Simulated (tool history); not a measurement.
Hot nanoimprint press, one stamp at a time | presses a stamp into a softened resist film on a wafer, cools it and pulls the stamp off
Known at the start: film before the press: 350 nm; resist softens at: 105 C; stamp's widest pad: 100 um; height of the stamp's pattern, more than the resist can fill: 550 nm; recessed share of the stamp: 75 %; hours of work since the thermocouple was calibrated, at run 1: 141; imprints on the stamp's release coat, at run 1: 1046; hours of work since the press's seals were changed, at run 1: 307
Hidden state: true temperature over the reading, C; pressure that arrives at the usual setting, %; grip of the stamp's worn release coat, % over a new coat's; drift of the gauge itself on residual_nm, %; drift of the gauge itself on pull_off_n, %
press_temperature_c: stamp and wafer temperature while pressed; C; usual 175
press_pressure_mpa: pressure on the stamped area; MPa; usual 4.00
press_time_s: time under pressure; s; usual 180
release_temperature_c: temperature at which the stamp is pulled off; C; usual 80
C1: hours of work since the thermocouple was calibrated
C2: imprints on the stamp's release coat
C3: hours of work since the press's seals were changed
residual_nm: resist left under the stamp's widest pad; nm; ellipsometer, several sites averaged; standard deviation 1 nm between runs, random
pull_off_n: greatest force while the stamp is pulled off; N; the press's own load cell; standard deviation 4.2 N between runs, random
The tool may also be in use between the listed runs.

Run 1, hour 0.0: usual settings; C1 141; C2 1046; C3 307. Result: residual_nm 151.4 nm, pull_off_n 277 N.
Run 2, hour 44.8: usual settings; C1 161; C2 1114; C3 327. Result: residual_nm 152.2 nm, pull_off_n 273 N.
Run 3, hour 83.7: usual settings; C1 178; C2 1174; C3 344. Result: residual_nm 152.3 nm, pull_off_n 272 N.
Run 4, hour 135.7: usual settings; C1 202; C2 1253; C3 368. Result: residual_nm 152.0 nm, pull_off_n 273 N.
Run 5, hour 176.7: usual settings but release_temperature_c 72 C; C1 220; C2 1316; C3 386. Result: residual_nm 150.8 nm, pull_off_n 295 N.
Run 6, hour 230.6: usual settings; C1 244; C2 1399; C3 410. Result: residual_nm 154.1 nm, pull_off_n 289 N.
Run 7, hour 259.5: usual settings; C1 257; C2 1443; C3 423. Result: residual_nm 152.7 nm, pull_off_n 295 N.
Run 8, hour 295.7: usual settings but press_pressure_mpa 2.88 MPa; C1 274; C2 1498; C3 440. Result: residual_nm 176.6 nm, pull_off_n 301 N.
Run 9, hour 330.2: usual settings but press_pressure_mpa 2.88 MPa; C1 289; C2 1551; C3 455. Result: residual_nm 177.7 nm, pull_off_n 296 N.
Run 10, hour 372.9: usual settings but press_pressure_mpa 2.88 MPa; C1 308; C2 1616; C3 474. Result: residual_nm 177.9 nm, pull_off_n 300 N.
Run 11, hour 428.4: usual settings but press_pressure_mpa 4.81 MPa; C1 333; C2 1701; C3 499. Result: residual_nm 144.6 nm, pull_off_n 316 N.
Run 12, hour 454.5: usual settings; C1 345; C2 1741; C3 511. Result: residual_nm 156.1 nm, pull_off_n 326 N.
At hour 459.9: plate thermocouple calibrated.
Run 13, hour 496.1: usual settings; C1 16; C2 1800; C3 528. Result: residual_nm 159.2 nm, pull_off_n 319 N.
Run 14, hour 541.2: usual settings but press_temperature_c 181 C; C1 36; C2 1869; C3 549. Result: residual_nm 118.7 nm, pull_off_n 320 N.
Run 15, hour 571.3: usual settings but press_temperature_c 181 C, press_time_s 146 s; C1 50; C2 1915; C3 562. Result: residual_nm 128.1 nm, pull_off_n 334 N.
Run 16, hour 622.3: usual settings but press_temperature_c 181 C, press_time_s 146 s; C1 73; C2 1993; C3 585. Result: residual_nm 128.4 nm, pull_off_n 329 N.
At hour 664.6: plate thermocouple calibrated, once more.
Run 17, hour 676.1: usual settings but press_pressure_mpa 3.73 MPa, press_time_s 91 s; C1 5; C2 2071; C3 608. Result: residual_nm 200.2 nm, pull_off_n 342 N.
Run 18, hour 708.6: usual settings but press_pressure_mpa 3.73 MPa, press_time_s 91 s; C1 20; C2 2121; C3 622. Result: residual_nm 199.4 nm, pull_off_n 338 N.
Run 19, hour 737.1: usual settings but press_temperature_c 168 C, release_temperature_c 81 C; C1 33; C2 2164; C3 635. Result: residual_nm 213.4 nm, pull_off_n 337 N.
Run 20, hour 770.4: usual settings but press_temperature_c 186 C, press_pressure_mpa 3.69 MPa, press_time_s 288 s, release_temperature_c 88 C; C1 47; C2 2215; C3 650. Result: residual_nm 72.9 nm, pull_off_n 322 N.
At hour 790.8: stamp cleaned and given a new release coat.
Run 21, hour 820.6: usual settings but press_temperature_c 186 C, press_pressure_mpa 3.36 MPa, press_time_s 288 s, release_temperature_c 88 C; C1 67; C2 46; C3 670. Result: residual_nm 74.9 nm, pull_off_n 196 N.
Run 22, hour 848.1: usual settings but press_temperature_c 183 C, press_pressure_mpa 3.94 MPa, press_time_s 288 s, release_temperature_c 67 C; C1 80; C2 88; C3 682. Result: residual_nm 81.9 nm, pull_off_n 227 N.
Run 23, hour 885.1: usual settings but press_time_s 195 s; C1 96; C2 144; C3 699. Result: residual_nm 147.5 nm, pull_off_n 221 N.
Run 24, hour 921.1: usual settings but press_time_s 142 s; C1 112; C2 200; C3 715. Result: residual_nm 168.9 nm, pull_off_n 215 N.
Run 25, hour 950.7: usual settings but press_pressure_mpa 3.24 MPa, press_time_s 326 s, release_temperature_c 77 C; C1 126; C2 245; C3 728. Result: residual_nm 133.0 nm, pull_off_n 222 N.
Run 26, hour 976.7: usual settings but press_temperature_c 165 C, press_pressure_mpa 3.92 MPa, press_time_s 305 s; C1 137; C2 285; C3 740. Result: residual_nm 210.8 nm, pull_off_n 222 N.
Run 27, hour 1011.9: usual settings but press_temperature_c 182 C, press_pressure_mpa 3.12 MPa, press_time_s 298 s; C1 153; C2 339; C3 756. Result: residual_nm 98.1 nm, pull_off_n 231 N.
Run 28, hour 1036.3: usual settings but press_temperature_c 166 C, press_pressure_mpa 4.13 MPa, press_time_s 218 s, release_temperature_c 67 C; C1 164; C2 376; C3 767. Result: residual_nm 220.6 nm, pull_off_n 248 N.
Run 29, hour 1062.8: usual settings but press_temperature_c 166 C, press_pressure_mpa 4.13 MPa, press_time_s 218 s, release_temperature_c 67 C; C1 176; C2 416; C3 779. Result: residual_nm 223.0 nm, pull_off_n 259 N.

Each row is a separate what-if for the run after 29, all from the same tool condition, not one after another. Results?
Run A, hour 1117.7: usual settings but press_pressure_mpa 2.44 MPa, press_time_s 123 s; C1 201; C2 500; C3 803. Result: residual_nm ?, pull_off_n ?.
Run B, hour 1117.7: usual settings but press_temperature_c 170 C, release_temperature_c 76 C; C1 201; C2 500; C3 803. Result: residual_nm ?, pull_off_n ?.
Run C, hour 1117.7: usual settings but press_temperature_c 166 C, press_pressure_mpa 4.13 MPa, press_time_s 218 s, release_temperature_c 74 C; C1 201; C2 500; C3 803. Result: residual_nm ?, pull_off_n ?.
Run D, hour 1117.7: usual settings but press_temperature_c 178 C, press_pressure_mpa 4.13 MPa, press_time_s 172 s, release_temperature_c 69 C; C1 201; C2 500; C3 803. Result: residual_nm ?, pull_off_n ?.

run  residual_nm  pull_off_n
  A        212.5         236
  B        198.0         248
  C        220.0         247
  D        133.8         253
What these runs would have given with no unlogged condition in the tool:
run  residual_nm  pull_off_n
  A        205.4         206
  B        188.5         217
  C        210.1         216
  D        126.1         221
